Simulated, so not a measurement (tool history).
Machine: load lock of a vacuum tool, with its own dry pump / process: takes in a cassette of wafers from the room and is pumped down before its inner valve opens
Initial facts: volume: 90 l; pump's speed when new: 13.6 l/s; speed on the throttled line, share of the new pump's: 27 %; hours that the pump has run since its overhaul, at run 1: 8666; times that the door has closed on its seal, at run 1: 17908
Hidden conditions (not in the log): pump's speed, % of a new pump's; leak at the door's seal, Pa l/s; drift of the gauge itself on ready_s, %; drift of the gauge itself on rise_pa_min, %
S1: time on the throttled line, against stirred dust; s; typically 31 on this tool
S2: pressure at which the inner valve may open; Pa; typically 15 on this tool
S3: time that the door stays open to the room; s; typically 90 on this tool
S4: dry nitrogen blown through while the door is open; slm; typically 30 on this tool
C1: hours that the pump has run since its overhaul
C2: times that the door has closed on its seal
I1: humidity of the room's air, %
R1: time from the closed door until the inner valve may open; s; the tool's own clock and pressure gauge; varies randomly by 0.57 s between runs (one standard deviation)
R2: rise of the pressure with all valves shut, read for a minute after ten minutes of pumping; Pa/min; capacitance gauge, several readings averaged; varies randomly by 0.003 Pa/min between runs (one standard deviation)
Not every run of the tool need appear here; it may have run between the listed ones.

run 1 hour=0 | S1=31 S2=15 S3=90 S4=30 | C1=8666 C2=17908 | I1=46.7 | R1=86.9 R2=0.074
run 2 hour=102 | S1=31 S2=15 S3=90 S4=29 | C1=8768 C2=18399 | I1=45.2 | R1=85.7 R2=0.077
run 3 hour=192.4 | S1=30 S2=15 S3=90 S4=30 | C1=8858 C2=18835 | I1=47.4 | R1=85.9 R2=0.077
run 4 hour=292.3 | S1=31 S2=15 S3=90 S4=30 | C1=8958 C2=19315 | I1=39.9 | R1=86.8 R2=0.071
run 5 hour=371.4 | S1=31 S2=15 S3=90 S4=30 | C1=9037 C2=19696 | I1=40.7 | R1=85.3 R2=0.077
run 6 hour=467.7 | S1=31 S2=15 S3=90 S4=30 | C1=9133 C2=20160 | I1=45.5 | R1=86.9 R2=0.083
run 7 hour=520.1 | S1=38 S2=15 S3=90 S4=30 | C1=9186 C2=20412 | I1=42.9 | R1=91.7 R2=0.08
run 8 hour=622.4 | S1=38 S2=15 S3=90 S4=30 | C1=9288 C2=20904 | I1=45.2 | R1=91.4 R2=0.087
run 9 hour=709.9 | S1=38 S2=15 S3=90 S4=30 | C1=9375 C2=21326 | I1=45.8 | R1=92.3 R2=0.086
run 10 hour=764.6 | S1=38 S2=15 S3=90 S4=30 | C1=9430 C2=21589 | I1=45.3 | R1=91.9 R2=0.087
run 11 hour=824.2 | S1=31 S2=15 S3=26 S4=30 | C1=9490 C2=21876 | I1=45.4 | R1=87.2 R2=0.071
run 12 hour=888.3 | S1=31 S2=15 S3=26 S4=30 | C1=9554 C2=22184 | I1=45.5 | R1=86.9 R2=0.076
run 13 hour=956.1 | S1=31 S2=15 S3=26 S4=30 | C1=9622 C2=22511 | I1=44.3 | R1=87.5 R2=0.077
run 14 hour=1017.6 | S1=43 S2=15 S3=90 S4=30 | C1=9683 C2=22807 | I1=45.5 | R1=96.3 R2=0.094
run 15 hour=1071.8 | S1=31 S2=15 S3=90 S4=30 | C1=9737 C2=23068 | I1=43.7 | R1=87.1 R2=0.094
run 16 hour=1150 | S1=17 S2=18 S3=90 S4=30 | C1=9816 C2=23444 | I1=42.7 | R1=75.9 R2=0.091
run 17 hour=1234.3 | S1=31 S2=15 S3=90 S4=44 | C1=9900 C2=23850 | I1=45.3 | R1=86.8 R2=0.09
run 18 hour=1302.3 | S1=35 S2=13 S3=197 S4=8 | C1=9968 C2=24178 | I1=48.5 | R1=92 R2=0.155
run 19 hour=1375.8 | S1=31 S2=15 S3=100 S4=15 | C1=10041 C2=24531 | I1=46.2 | R1=87.9 R2=0.117
run 20 hour=1418.9 | S1=36 S2=30 S3=48 S4=9 | C1=10084 C2=24739 | I1=47.7 | R1=86.3 R2=0.105
run 21 hour=1511.1 | S1=31 S2=15 S3=59 S4=5 | C1=10177 C2=25182 | I1=47.8 | R1=87.3 R2=0.121
run 22 hour=1557.7 | S1=38 S2=15 S3=59 S4=17 | C1=10223 C2=25407 | I1=46 | R1=91.8 R2=0.104
run 23 hour=1616.3 | S1=33 S2=10 S3=59 S4=16 | C1=10282 C2=25689 | I1=44.7 | R1=93.2 R2=0.107
run 24 hour=1667.2 | S1=31 S2=16 S3=90 S4=18 | C1=10333 C2=25934 | I1=48.1 | R1=86.6 R2=0.119
run 25 hour=1769.6 | S1=31 S2=16 S3=90 S4=18 | C1=10435 C2=26427 | I1=42.7 | R1=86.9 R2=0.119
run 26 hour=1867.5 | S1=31 S2=16 S3=90 S4=18 | C1=10533 C2=26898 | I1=44.1 | R1=86.3 R2=0.123
run 27 hour=1926.5 | S1=21 S2=13 S3=26 S4=18 | C1=10592 C2=27182 | I1=42.7 | R1=82.1 R2=0.109
run 28 hour=2027.6 | S1=16 S2=16 S3=40 S4=37 | C1=10693 C2=27669 | I1=42.8 | R1=77.1 R2=0.097

Each row is a separate what-if for the run after 28, all from the same tool condition, not one after another. Results?
run A hour=2097.2 | S1=16 S2=16 S3=65 S4=42 | C1=10763 C2=28004 | I1=43.3 | R1=? R2=?
run B hour=2097.2 | S1=44 S2=16 S3=31 S4=21 | C1=10763 C2=28004 | I1=46.4 | R1=? R2=?
run C hour=2097.2 | S1=16 S2=13 S3=40 S4=37 | C1=10763 C2=28004 | I1=46.3 | R1=? R2=?
run D hour=2097.2 | S1=43 S2=16 S3=40 S4=37 | C1=10763 C2=28004 | I1=46.1 | R1=? R2=?

run=A R1=76.7 R2=0.102
run=B R1=95.2 R2=0.106
run=C R1=78.4 R2=0.104
run=D R1=95.8 R2=0.103
Had the tool no hidden state, the same runs would have come out as:
run=A R1=69.7 R2=0.014
run=B R1=89.1 R2=0.02
run=C R1=71.2 R2=0.015
run=D R1=89.7 R2=0.016
